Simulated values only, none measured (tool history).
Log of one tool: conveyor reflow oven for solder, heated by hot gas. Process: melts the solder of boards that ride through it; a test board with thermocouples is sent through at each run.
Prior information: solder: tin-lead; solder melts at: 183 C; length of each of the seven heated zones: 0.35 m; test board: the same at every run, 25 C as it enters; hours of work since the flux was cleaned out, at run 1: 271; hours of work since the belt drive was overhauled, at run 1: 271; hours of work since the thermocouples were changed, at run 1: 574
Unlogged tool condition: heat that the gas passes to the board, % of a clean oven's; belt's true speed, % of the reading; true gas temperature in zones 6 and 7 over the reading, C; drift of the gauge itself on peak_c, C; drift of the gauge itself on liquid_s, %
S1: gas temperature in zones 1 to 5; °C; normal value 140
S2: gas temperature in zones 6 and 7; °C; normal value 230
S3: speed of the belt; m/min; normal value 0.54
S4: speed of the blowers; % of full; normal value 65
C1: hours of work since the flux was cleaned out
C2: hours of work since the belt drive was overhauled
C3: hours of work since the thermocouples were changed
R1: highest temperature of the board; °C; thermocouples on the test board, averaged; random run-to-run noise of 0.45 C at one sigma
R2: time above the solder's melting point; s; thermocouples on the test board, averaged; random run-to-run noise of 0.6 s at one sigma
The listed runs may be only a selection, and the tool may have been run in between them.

run	hour	S1	S2	S3	S4	C1	C2	C3	R1	R2
1	0	140	230	0.54	65	271	271	574	210.6	52
2	23.6	128	230	0.54	65	288	288	591	207.6	44.6
3	56.2	128	230	0.54	65	312	312	615	206.8	43.3
4	88.1	128	230	0.54	65	335	335	638	206.9	43.8
5	111.4	128	230	0.54	65	351	351	655	206.7	43.9
6	146.3	128	230	0.54	65	377	377	680	206.7	43.4
7	184.3	128	230	0.454	65	404	404	707	212.7	61
8	218.7	140	230	0.517	65	429	429	732	210	53.5
9	237.4	140	230	0.517	65	442	442	746	209.7	54.9
10	255.8	140	230	0.517	65	456	456	759	210.1	54
# hour 282.6: flux residue cleaned out of gas plates and filters
11	284.4	140	230	0.517	65	1	473	776	213.1	59.2
12	314.2	140	230	0.517	75	23	494	797	215.1	61.3
13	332.2	131	230	0.54	65	36	507	810	210.2	49.1
14	363.6	131	230	0.54	65	58	530	833	210	49.1
15	396.4	131	230	0.54	65	82	553	857	210.1	48.4
# hour 404: belt drive overhauled, speed set with a stopwatch
16	429.6	131	230	0.54	65	103	18	878	209.2	49.3
17	447.7	131	223	0.54	65	116	32	891	202.9	42
18	468.9	153	238	0.571	51	131	47	906	213.4	56
19	491.7	140	243	0.54	65	148	63	922	222.4	62.8
20	525.2	140	243	0.54	65	172	87	947	221.8	62.8
21	544.5	140	221	0.539	52	186	101	961	198.3	37.3
22	569.5	140	221	0.539	52	204	119	979	198.6	37
23	599.8	150	222	0.536	78	226	141	1000	208.5	57.2
# hour 624.9: belt drive overhauled, speed set with a stopwatch, once more
24	636.7	153	245	0.499	54	250	9	1024	223.2	73.6
25	655.6	153	223	0.499	75	263	22	1038	210.2	64.6
26	686.5	127	223	0.479	75	285	44	1060	207.4	52
27	719.9	127	223	0.479	75	310	69	1084	207.6	52.2
28	738.9	130	230	0.54	65	323	82	1098	206.2	44
29	767.2	127	230	0.616	65	344	103	1118	199.8	29.7
# hour 803.6: thermocouples of zones 6 and 7 changed
30	804.1	127	229	0.493	65	369	128	0	209.5	51.1
31	835.5	145	229	0.493	65	391	150	23	213.2	62.7

What if the next run were any one of these 3? Each begins from the tool's condition after run 31:
A	866.6	127	242	0.51	65	414	173	45	?	?
B	866.6	145	229	0.493	84	414	173	45	?	?
C	866.6	130	243	0.54	65	414	173	45	?	?

run	R1	R2
A	218.2	58.6
B	216.4	67.7
C	218	55.2
Stripped of hidden state, with their random variation kept, the same runs would have yielded:
run	R1	R2
A	222.4	62.3
B	219.6	70.9
C	222.3	59
